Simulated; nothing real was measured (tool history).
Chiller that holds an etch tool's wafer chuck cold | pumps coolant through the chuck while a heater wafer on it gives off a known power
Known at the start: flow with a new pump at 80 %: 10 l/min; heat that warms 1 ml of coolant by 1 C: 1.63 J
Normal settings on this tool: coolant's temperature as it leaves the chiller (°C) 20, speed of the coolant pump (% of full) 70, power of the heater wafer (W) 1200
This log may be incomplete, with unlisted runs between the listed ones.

run,day,coolant's temperature as it leaves the chiller (°C),speed of the coolant pump (% of full),power of the heater wafer (W),chuck's temperature once it has settled (°C),how much warmer the coolant comes back (C)
1,0.000,20,70,1200,33.0,5.25
2,1.454,20,99,1200,29.7,3.61
3,4.083,20,70,1200,33.1,5.14
4,6.492,20,70,1200,33.3,5.23
5,8.675,20,70,1200,33.3,5.21
6,11.088,20,70,1200,33.2,5.27
7,13.208,20,70,1200,33.4,5.23
8,14.738,20,70,1200,33.3,5.22
9,17.875,20,70,1200,33.3,5.26
10,20.196,25,70,1200,38.3,5.30
11,22.075,20,70,1200,33.2,5.24
12,25.217,20,70,1200,33.4,5.25
13,26.704,20,70,1200,33.4,5.24
14,29.683,20,70,1200,33.3,5.22
15,32.479,20,70,1200,33.6,5.23

What does the tool deliver on the next run?
16,35.088,20,70,1200,?,?

chuck's temperature once it has settled (°C): 33.5
how much warmer the coolant comes back (C): 5.27
Minus the tool's unlogged condition, the same run would have read chuck's temperature once it has settled (°C) 32.5, how much warmer the coolant comes back (C) 5.13.

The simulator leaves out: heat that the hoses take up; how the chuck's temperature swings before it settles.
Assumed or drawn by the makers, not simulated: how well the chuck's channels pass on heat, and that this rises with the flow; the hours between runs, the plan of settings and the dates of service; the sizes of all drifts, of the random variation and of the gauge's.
